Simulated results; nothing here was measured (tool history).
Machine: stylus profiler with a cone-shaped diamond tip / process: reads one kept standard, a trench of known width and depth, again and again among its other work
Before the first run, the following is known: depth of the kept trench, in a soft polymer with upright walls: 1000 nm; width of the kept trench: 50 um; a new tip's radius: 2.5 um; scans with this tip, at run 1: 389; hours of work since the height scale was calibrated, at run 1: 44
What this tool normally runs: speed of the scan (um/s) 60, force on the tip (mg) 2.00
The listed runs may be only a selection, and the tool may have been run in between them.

run	hour	speed of the scan (um/s)	force on the tip (mg)	scans with this tip	hours of work since the height scale was calibrated	depth of the trench (Å)	width of the trench's floor (nm)
1	0.0	60	2.00	389	44	10084.0	45570
2	71.7	60	2.00	772	88	10078.7	45480
3	127.0	60	2.00	1067	121	10075.6	45430
4	189.1	60	0.69	1398	159	10029.8	45040
5	272.3	152	0.69	1842	209	10032.4	44170
6	315.2	60	2.00	2070	235	10074.2	45040
7	374.1	139	3.39	2385	271	10106.5	44780
8	456.5	37	2.42	2825	321	10080.2	45060
9	522.0	148	4.55	3174	360	10132.0	44580
10	596.9	148	4.55	3574	406	10129.6	44480
11	640.1	104	5.16	3804	432	10138.2	44570

Subtracting, for every run, the result it would have given without the tool's unlogged condition from the measured result gives the following. The same run-to-run variation enters both numbers; the gauge's scatter may not:
Unlogged tool condition in this case: radius of the tip, um; height scale over the true one, %; drift of the gauge itself on depth_nm, %; drift of the gauge itself on floor_um, %.
run	depth of the trench (Å)	width of the trench's floor (nm)
1	-2.6	-100
2	-4.6	-230
3	-6.2	-320
4	-8.0	-430
5	-10.6	-550
6	-11.9	-620
7	-13.6	-710
8	-16.1	-830
9	-18.3	-910
10	-20.5	-1030
11	-21.9	-1100
